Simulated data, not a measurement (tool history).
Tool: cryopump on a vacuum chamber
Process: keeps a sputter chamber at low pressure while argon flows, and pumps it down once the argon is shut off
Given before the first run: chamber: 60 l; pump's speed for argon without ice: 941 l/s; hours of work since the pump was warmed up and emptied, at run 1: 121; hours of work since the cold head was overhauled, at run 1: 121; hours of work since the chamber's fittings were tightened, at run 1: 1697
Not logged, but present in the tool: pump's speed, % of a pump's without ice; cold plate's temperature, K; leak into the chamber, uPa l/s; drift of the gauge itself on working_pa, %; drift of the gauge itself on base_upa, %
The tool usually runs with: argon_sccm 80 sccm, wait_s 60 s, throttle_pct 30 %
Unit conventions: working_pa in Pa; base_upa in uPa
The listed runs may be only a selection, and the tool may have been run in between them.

run,hour,argon_sccm,wait_s,throttle_pct,hours of work since the pump was warmed up and emptied,hours of work since the cold head was overhauled,hours of work since the chamber's fittings were tightened,working_pa,base_upa
1,0,80,60,30,121,121,1697,0.4876,5.61
2,41.5,80,60,30,148,148,1724,0.4863,5.65
3,74.9,80,24,30,170,170,1746,0.4899,9.16
4,130.6,80,24,30,206,206,1782,0.4929,9.36
5,178.9,80,60,24,238,238,1814,0.6126,5.76
6,214.5,80,60,24,261,261,1837,0.6092,5.78
7,265.8,80,60,24,295,295,1870,0.6223,6.06
8,305.6,80,60,54,321,321,1897,0.2848,6.02
9,365.2,80,60,30,360,360,1936,0.5038,6.26
# hour 399.2: leaking fittings of the chamber tightened, without venting
10,401.6,80,60,30,382,382,2,0.5061,2.68
11,453,80,85,30,416,416,35,0.5046,2.11
12,493.5,80,60,30,442,442,62,0.5061,2.91
13,521.4,80,60,30,461,461,80,0.5079,2.92
14,575.4,80,117,30,496,496,115,0.5107,1.87
15,618.7,78,60,30,524,524,144,0.5027,3.02
16,647.3,78,60,30,543,543,162,0.5014,3.02
17,705.3,78,60,30,581,581,200,0.5044,3.2
18,749.7,78,60,30,610,610,229,0.5123,3.14
19,779.8,50,60,34,630,630,249,0.2922,3.26
20,807,55,60,44,648,648,267,0.2577,3.4
21,847.4,36,247,44,674,674,293,0.1692,1.71
22,874.1,36,247,44,691,691,311,0.1697,1.73
23,918,55,155,20,720,720,340,0.5296,2.14
# hour 927.5: pump warmed up, emptied and cooled again
24,971.2,138,126,30,29,752,371,0.8302,2.01
25,1022.1,80,108,30,62,785,404,0.4832,2.28
26,1078.5,80,108,30,99,822,441,0.4848,2.4
27,1110,80,27,27,119,843,462,0.5408,6.22
28,1135.5,117,60,17,136,859,479,1.2506,3.43
29,1175.3,47,61,46,162,885,505,0.1898,3.52
30,1200.4,66,215,25,179,902,521,0.486,1.92
31,1234.2,66,215,25,201,924,543,0.4835,1.99
32,1263.9,66,215,25,220,943,563,0.4838,2.01
33,1293.7,66,215,25,240,963,582,0.4869,2.12

Below are 4 alternative next runs, each starting from the tool's condition after run 33. Predict each:
A,1319,80,25,30,256,979,599,?,?
B,1319,105,47,35,256,979,599,?,?
C,1319,46,21,25,256,979,599,?,?
D,1319,66,215,16,256,979,599,?,?

run,working_pa,base_upa
A,0.4965,6.93
B,0.557,4.32
C,0.3412,8.11
D,0.7501,2.09
Without the tool's hidden state the same runs would have given:
run,working_pa,base_upa
A,0.4807,5.8
B,0.5363,3.19
C,0.332,6.96
D,0.7371,0.97
